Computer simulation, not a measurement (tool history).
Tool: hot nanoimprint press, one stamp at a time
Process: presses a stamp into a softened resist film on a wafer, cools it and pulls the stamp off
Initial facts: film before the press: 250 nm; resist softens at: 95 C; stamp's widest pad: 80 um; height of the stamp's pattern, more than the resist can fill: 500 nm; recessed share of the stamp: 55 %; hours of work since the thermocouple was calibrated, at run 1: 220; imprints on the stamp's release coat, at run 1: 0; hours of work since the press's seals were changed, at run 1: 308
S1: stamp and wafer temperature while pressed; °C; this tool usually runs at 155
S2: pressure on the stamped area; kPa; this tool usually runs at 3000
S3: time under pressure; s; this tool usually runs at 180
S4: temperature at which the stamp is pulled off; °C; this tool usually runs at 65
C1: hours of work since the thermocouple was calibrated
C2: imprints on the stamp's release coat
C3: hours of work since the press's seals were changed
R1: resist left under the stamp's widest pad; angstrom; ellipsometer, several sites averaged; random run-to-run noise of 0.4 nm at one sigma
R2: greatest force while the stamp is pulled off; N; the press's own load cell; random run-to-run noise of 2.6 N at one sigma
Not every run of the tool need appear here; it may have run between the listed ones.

{"run": 1, "hour": 0.0, "S1": 155, "S2": 3000, "S3": 180, "S4": 65, "C1": 220, "C2": 0, "C3": 308, "R1": 1117, "R2": 207}
{"run": 2, "hour": 56.9, "S1": 155, "S2": 3000, "S3": 180, "S4": 65, "C1": 255, "C2": 245, "C3": 343, "R1": 1118, "R2": 205}
{"run": 3, "hour": 87.0, "S1": 155, "S2": 3000, "S3": 180, "S4": 65, "C1": 274, "C2": 376, "C3": 362, "R1": 1115, "R2": 206}
{"run": 4, "hour": 133.4, "S1": 155, "S2": 3000, "S3": 180, "S4": 65, "C1": 304, "C2": 576, "C3": 392, "R1": 1110, "R2": 210}
{"run": 5, "hour": 172.3, "S1": 155, "S2": 3000, "S3": 180, "S4": 57, "C1": 328, "C2": 744, "C3": 416, "R1": 1113, "R2": 221}
{"run": 6, "hour": 230.6, "S1": 155, "S2": 3000, "S3": 331, "S4": 65, "C1": 365, "C2": 996, "C3": 453, "R1": 883, "R2": 205}
{"run": 7, "hour": 269.4, "S1": 155, "S2": 3000, "S3": 331, "S4": 65, "C1": 389, "C2": 1163, "C3": 477, "R1": 881, "R2": 208}
{"hour": 330.9, "done": "stamp cleaned and given a new release coat"}
{"run": 8, "hour": 330.9, "S1": 155, "S2": 3000, "S3": 180, "S4": 65, "C1": 424, "C2": 0, "C3": 512, "R1": 1107, "R2": 205}
{"run": 9, "hour": 369.5, "S1": 155, "S2": 3000, "S3": 180, "S4": 65, "C1": 448, "C2": 166, "C3": 536, "R1": 1105, "R2": 205}
{"run": 10, "hour": 412.0, "S1": 166, "S2": 3000, "S3": 180, "S4": 65, "C1": 475, "C2": 350, "C3": 563, "R1": 759, "R2": 205}
{"run": 11, "hour": 447.6, "S1": 166, "S2": 3000, "S3": 180, "S4": 65, "C1": 497, "C2": 504, "C3": 585, "R1": 758, "R2": 210}
{"run": 12, "hour": 503.1, "S1": 166, "S2": 3000, "S3": 180, "S4": 65, "C1": 532, "C2": 743, "C3": 620, "R1": 754, "R2": 212}
{"hour": 539.0, "done": "plate thermocouple calibrated"}
{"run": 13, "hour": 557.3, "S1": 166, "S2": 3000, "S3": 180, "S4": 65, "C1": 12, "C2": 965, "C3": 652, "R1": 757, "R2": 206}
{"run": 14, "hour": 614.1, "S1": 166, "S2": 3000, "S3": 180, "S4": 65, "C1": 47, "C2": 1210, "C3": 688, "R1": 756, "R2": 207}
{"hour": 665.7, "done": "stamp cleaned and given a new release coat"}
{"run": 15, "hour": 673.3, "S1": 166, "S2": 3000, "S3": 180, "S4": 65, "C1": 81, "C2": 33, "C3": 722, "R1": 753, "R2": 212}
{"run": 16, "hour": 697.5, "S1": 155, "S2": 3000, "S3": 276, "S4": 71, "C1": 96, "C2": 137, "C3": 737, "R1": 941, "R2": 195}
{"run": 17, "hour": 726.4, "S1": 159, "S2": 3330, "S3": 310, "S4": 63, "C1": 114, "C2": 262, "C3": 755, "R1": 728, "R2": 212}
{"run": 18, "hour": 781.4, "S1": 159, "S2": 3330, "S3": 310, "S4": 63, "C1": 149, "C2": 499, "C3": 790, "R1": 729, "R2": 215}
{"run": 19, "hour": 811.6, "S1": 155, "S2": 3390, "S3": 180, "S4": 65, "C1": 168, "C2": 630, "C3": 809, "R1": 1042, "R2": 209}
{"run": 20, "hour": 853.5, "S1": 155, "S2": 3390, "S3": 180, "S4": 65, "C1": 194, "C2": 811, "C3": 835, "R1": 1039, "R2": 208}
{"run": 21, "hour": 895.2, "S1": 145, "S2": 3000, "S3": 180, "S4": 61, "C1": 220, "C2": 991, "C3": 861, "R1": 1558, "R2": 215}

Run 22 is up next; what results do you expect?
{"run": 22, "hour": 929.0, "S1": 155, "S2": 2300, "S3": 180, "S4": 65, "C1": 241, "C2": 1136, "C3": 882, "R1": "?", "R2": "?"}

Run 22 came out at R1 1237 angstrom, R2 210 N.
Had the tool carried no hidden state, the very same run would have given R1 1261 angstrom, R2 209 N.

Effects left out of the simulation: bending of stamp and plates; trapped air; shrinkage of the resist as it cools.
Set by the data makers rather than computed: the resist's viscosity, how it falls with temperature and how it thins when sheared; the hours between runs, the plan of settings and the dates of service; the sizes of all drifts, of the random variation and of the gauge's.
